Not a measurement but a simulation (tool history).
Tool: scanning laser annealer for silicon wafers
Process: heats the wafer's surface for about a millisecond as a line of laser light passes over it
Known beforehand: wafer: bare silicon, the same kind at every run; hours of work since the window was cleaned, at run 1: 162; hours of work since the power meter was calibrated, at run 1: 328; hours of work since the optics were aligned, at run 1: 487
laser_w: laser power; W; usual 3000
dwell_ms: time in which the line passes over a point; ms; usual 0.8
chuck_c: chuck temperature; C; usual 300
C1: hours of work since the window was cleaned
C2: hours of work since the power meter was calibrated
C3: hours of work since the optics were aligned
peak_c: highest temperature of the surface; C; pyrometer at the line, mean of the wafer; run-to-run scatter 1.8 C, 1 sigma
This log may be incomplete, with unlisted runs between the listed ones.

{"run": 1, "hour": 0.0, "laser_w": 3000, "dwell_ms": 0.8, "chuck_c": 300, "C1": 162, "C2": 328, "C3": 487, "peak_c": 1064}
{"run": 2, "hour": 61.5, "laser_w": 3000, "dwell_ms": 0.8, "chuck_c": 300, "C1": 200, "C2": 366, "C3": 525, "peak_c": 1062}
{"run": 3, "hour": 107.6, "laser_w": 3000, "dwell_ms": 0.8, "chuck_c": 300, "C1": 229, "C2": 395, "C3": 554, "peak_c": 1061}
{"run": 4, "hour": 203.9, "laser_w": 3000, "dwell_ms": 0.8, "chuck_c": 300, "C1": 289, "C2": 455, "C3": 614, "peak_c": 1055}
{"run": 5, "hour": 269.7, "laser_w": 3000, "dwell_ms": 0.913, "chuck_c": 300, "C1": 330, "C2": 496, "C3": 655, "peak_c": 1110}
{"run": 6, "hour": 318.2, "laser_w": 3000, "dwell_ms": 0.913, "chuck_c": 300, "C1": 360, "C2": 526, "C3": 685, "peak_c": 1108}
{"run": 7, "hour": 361.2, "laser_w": 3000, "dwell_ms": 0.913, "chuck_c": 300, "C1": 387, "C2": 553, "C3": 712, "peak_c": 1103}
{"hour": 406.2, "done": "window over the wafer cleaned"}
{"run": 8, "hour": 451.8, "laser_w": 3000, "dwell_ms": 0.913, "chuck_c": 300, "C1": 28, "C2": 608, "C3": 767, "peak_c": 1125}
{"run": 9, "hour": 505.8, "laser_w": 3000, "dwell_ms": 0.913, "chuck_c": 294, "C1": 62, "C2": 641, "C3": 800, "peak_c": 1116}
{"run": 10, "hour": 596.7, "laser_w": 3201, "dwell_ms": 0.8, "chuck_c": 300, "C1": 118, "C2": 698, "C3": 857, "peak_c": 1129}
{"run": 11, "hour": 683.7, "laser_w": 3201, "dwell_ms": 0.8, "chuck_c": 300, "C1": 173, "C2": 752, "C3": 911, "peak_c": 1123}
{"run": 12, "hour": 750.3, "laser_w": 3000, "dwell_ms": 0.8, "chuck_c": 300, "C1": 214, "C2": 793, "C3": 952, "peak_c": 1058}
{"run": 13, "hour": 790.5, "laser_w": 3000, "dwell_ms": 0.8, "chuck_c": 300, "C1": 239, "C2": 819, "C3": 977, "peak_c": 1056}
{"hour": 846.5, "done": "optics aligned, line set to its width"}
{"run": 14, "hour": 857.2, "laser_w": 3000, "dwell_ms": 0.8, "chuck_c": 279, "C1": 277, "C2": 857, "C3": 7, "peak_c": 1048}
{"run": 15, "hour": 935.5, "laser_w": 3000, "dwell_ms": 0.8, "chuck_c": 279, "C1": 326, "C2": 906, "C3": 55, "peak_c": 1041}
{"run": 16, "hour": 985.1, "laser_w": 3000, "dwell_ms": 0.8, "chuck_c": 279, "C1": 357, "C2": 936, "C3": 86, "peak_c": 1046}
{"hour": 1081.0, "done": "window over the wafer cleaned"}
{"run": 17, "hour": 1086.2, "laser_w": 3000, "dwell_ms": 0.8, "chuck_c": 268, "C1": 3, "C2": 998, "C3": 148, "peak_c": 1048}
{"run": 18, "hour": 1183.8, "laser_w": 3000, "dwell_ms": 0.8, "chuck_c": 329, "C1": 64, "C2": 1059, "C3": 209, "peak_c": 1105}
{"run": 19, "hour": 1257.5, "laser_w": 3000, "dwell_ms": 0.8, "chuck_c": 329, "C1": 110, "C2": 1105, "C3": 254, "peak_c": 1105}
{"run": 20, "hour": 1311.7, "laser_w": 3000, "dwell_ms": 0.8, "chuck_c": 329, "C1": 144, "C2": 1138, "C3": 288, "peak_c": 1098}
{"run": 21, "hour": 1404.1, "laser_w": 3141, "dwell_ms": 0.779, "chuck_c": 283, "C1": 201, "C2": 1196, "C3": 346, "peak_c": 1085}
{"run": 22, "hour": 1447.5, "laser_w": 3141, "dwell_ms": 0.779, "chuck_c": 283, "C1": 228, "C2": 1223, "C3": 373, "peak_c": 1087}
{"run": 23, "hour": 1511.3, "laser_w": 3000, "dwell_ms": 0.871, "chuck_c": 300, "C1": 268, "C2": 1263, "C3": 412, "peak_c": 1099}
{"run": 24, "hour": 1589.1, "laser_w": 3000, "dwell_ms": 0.871, "chuck_c": 287, "C1": 316, "C2": 1311, "C3": 461, "peak_c": 1081}
{"hour": 1598.7, "done": "laser's power meter calibrated"}
{"run": 25, "hour": 1681.6, "laser_w": 3000, "dwell_ms": 0.871, "chuck_c": 287, "C1": 372, "C2": 52, "C3": 516, "peak_c": 1079}
{"run": 26, "hour": 1737.8, "laser_w": 3000, "dwell_ms": 0.871, "chuck_c": 287, "C1": 407, "C2": 87, "C3": 551, "peak_c": 1075}
{"hour": 1755.6, "done": "window over the wafer cleaned"}
{"run": 27, "hour": 1818.0, "laser_w": 3000, "dwell_ms": 0.871, "chuck_c": 287, "C1": 39, "C2": 135, "C3": 600, "peak_c": 1097}
{"run": 28, "hour": 1900.3, "laser_w": 2714, "dwell_ms": 0.629, "chuck_c": 319, "C1": 90, "C2": 186, "C3": 651, "peak_c": 915}
{"run": 29, "hour": 1972.3, "laser_w": 2773, "dwell_ms": 0.629, "chuck_c": 319, "C1": 135, "C2": 231, "C3": 696, "peak_c": 931}

Forecast run 30:
{"run": 30, "hour": 2063.5, "laser_w": 2773, "dwell_ms": 0.629, "chuck_c": 319, "C1": 192, "C2": 288, "C3": 753, "peak_c": "?"}

peak_c: 928 C
Minus the tool's unlogged condition, the same run would have read peak_c 942 C.

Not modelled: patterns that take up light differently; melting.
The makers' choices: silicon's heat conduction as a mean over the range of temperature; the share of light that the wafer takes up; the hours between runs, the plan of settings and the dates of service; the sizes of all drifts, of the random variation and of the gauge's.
